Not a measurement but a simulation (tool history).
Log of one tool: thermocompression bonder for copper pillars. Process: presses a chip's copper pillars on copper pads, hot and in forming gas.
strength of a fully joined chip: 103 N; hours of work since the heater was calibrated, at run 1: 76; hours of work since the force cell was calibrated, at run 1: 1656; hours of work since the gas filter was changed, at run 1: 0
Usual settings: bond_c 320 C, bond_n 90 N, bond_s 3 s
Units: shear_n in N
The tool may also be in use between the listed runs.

run    hour  bond_c  bond_n  bond_s  hours of work since the heater was calibrated  hours of work since the force cell was calibrated  hours of work since the gas filter was changed  shear_n
  1       0     320      90       3                                             76                                               1656                                               0     61.3
  2    42.9     320      90       3                                            109                                               1689                                              33     59.4
  3    72.9     320      90       3                                            132                                               1711                                              56     60.2
  4   128.1     320      90       3                                            174                                               1754                                              98     59.1
  5   156.6     320      90       3                                            196                                               1776                                             120     59.8
  6   185.3     320      90       3                                            218                                               1797                                             142     57.6
  7   227.5     320      90       3                                            250                                               1830                                             174     57.7
  8   289.4     320      90       3                                            297                                               1877                                             221       58
      302.8  -- forming gas filter changed
  9     339     320      90       3                                            335                                               1915                                              28     60.5
      367.6  -- force cell calibrated
 10   380.3     320      90       3                                            365                                                 10                                              58     61.9
 11   410.2     320      90       3                                            388                                                 33                                              81     61.9
 12   445.7     320      90       5                                            415                                                 60                                             108     70.3
 13   510.4     320      90       5                                            465                                                109                                             158     69.4
 14     569     320      90       5                                            510                                                154                                             202     69.1
      605.3  -- forming gas filter changed
 15   633.1     320      90       5                                            558                                                203                                              21     71.5
 16   685.6     320     108       3                                            599                                                243                                              61     70.4
 17   723.9     319     108       3                                            628                                                272                                              91     69.5
 18   776.8     320      90       3                                            668                                                313                                             131     60.6
 19   812.3     320      90       3                                            696                                                340                                             158     59.7
 20   848.2     320     102       3                                            723                                                367                                             186     63.5
 21   880.4     322      66       6                                            748                                                392                                             210     60.4
      908.4  -- forming gas filter changed
 22   928.8     320      90       5                                            784                                                429                                              16     71.5
 23   976.8     320      90       5                                            821                                                465                                              52       73
 24  1039.4     294     124       3                                            869                                                513                                             100     62.2
 25  1102.6     326      67       2                                            917                                                562                                             149     45.4
 26  1132.1     320      69       7                                            940                                                584                                             171     66.3
 27  1197.2     320      65       3                                            990                                                634                                             221     47.9
     1209.3  -- forming gas filter changed
 28  1233.9     315     114       2                                           1017                                                662                                              19     60.2
 29  1277.4     320     104       2                                           1051                                                695                                              52     59.9
 30  1341.3     320     104       2                                           1099                                                744                                             101     59.2
 31  1379.6     339     106       2                                           1129                                                773                                             130     67.2
 32  1408.5     303      61       3                                           1151                                                795                                             152     39.3
 33  1438.9     320      55       9                                           1174                                                818                                             176     61.5
 34  1476.8     327      90       3                                           1203                                                848                                             205     63.9
     1511.3  -- forming gas filter changed
 35  1511.3     343      85       7                                           1229                                                874                                               0     85.9
 36  1573.9     328      91       3                                           1277                                                921                                              48       67
 37  1610.1     302      85       2                                           1305                                                949                                              76       45
 38  1662.9     320      81       5                                           1345                                                989                                             116     67.3
 39  1698.7     320      67       3                                           1373                                               1017                                             143       50

Forecast each of these 5 alternatives for the next run:
  A  1739.8     300      90       9                                           1404                                               1048                                             175        ?
  B  1739.8     303      54       3                                           1404                                               1048                                             175        ?
  C  1739.8     310     120       3                                           1404                                               1048                                             175        ?
  D  1739.8     324      96       5                                           1404                                               1048                                             175        ?
  E  1739.8     320      59       3                                           1404                                               1048                                             175        ?

run  shear_n
  A     70.4
  B     36.4
  C     66.1
  D     73.7
  E     44.1
Without the tool's hidden state the same runs would have given:
run  shear_n
  A     72.9
  B     37.3
  C     68.4
  D     76.6
  E     45.5

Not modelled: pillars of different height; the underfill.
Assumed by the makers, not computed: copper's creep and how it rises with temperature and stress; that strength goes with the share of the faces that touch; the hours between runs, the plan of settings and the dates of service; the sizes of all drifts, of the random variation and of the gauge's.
